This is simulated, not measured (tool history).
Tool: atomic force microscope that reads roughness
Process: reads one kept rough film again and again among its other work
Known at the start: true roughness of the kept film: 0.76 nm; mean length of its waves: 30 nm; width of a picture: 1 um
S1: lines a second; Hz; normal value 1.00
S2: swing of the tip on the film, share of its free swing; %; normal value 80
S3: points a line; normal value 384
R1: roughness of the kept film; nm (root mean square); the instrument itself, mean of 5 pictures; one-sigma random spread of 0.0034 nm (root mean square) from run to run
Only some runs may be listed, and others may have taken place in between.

| run | hour | S1 | S2 | S3 | R1 |
|---|---|---|---|---|---|
| 1 | 0.0 | 1.00 | 80 | 384 | 0.660 |
| 2 | 6.4 | 1.00 | 80 | 463 | 0.657 |
|  | 11.1 | new tip fitted |
| 3 | 13.2 | 1.00 | 80 | 384 | 0.677 |
| 4 | 24.8 | 1.00 | 80 | 384 | 0.666 |
| 5 | 33.4 | 1.00 | 80 | 384 | 0.660 |
| 6 | 41.6 | 1.00 | 80 | 384 | 0.654 |
|  | 54.0 | new tip fitted |
| 7 | 54.0 | 3.35 | 80 | 384 | 0.586 |
| 8 | 63.7 | 3.35 | 80 | 384 | 0.575 |
| 9 | 74.5 | 0.83 | 61 | 384 | 0.700 |
| 10 | 80.9 | 0.83 | 61 | 384 | 0.696 |
| 11 | 88.6 | 0.83 | 86 | 754 | 0.653 |
| 12 | 94.2 | 0.83 | 86 | 754 | 0.645 |
|  | 96.9 | new tip fitted |
| 13 | 103.6 | 0.97 | 57 | 754 | 0.708 |
| 14 | 114.6 | 1.00 | 80 | 1022 | 0.668 |
| 15 | 123.9 | 1.00 | 56 | 384 | 0.700 |

Consider 3 possible next runs. They are alternatives, not a sequence: every one starts from the tool as it was left by run 15. What does each give?
| A | 132.1 | 1.51 | 80 | 459 | ? |
| B | 132.1 | 1.23 | 64 | 553 | ? |
| C | 132.1 | 0.87 | 88 | 384 | ? |

| run | R1 |
|---|---|
| A | 0.633 |
| B | 0.680 |
| C | 0.642 |
Had the tool no hidden state, the same runs would have come out as:
| run | R1 |
|---|---|
| A | 0.657 |
| B | 0.706 |
| C | 0.667 |
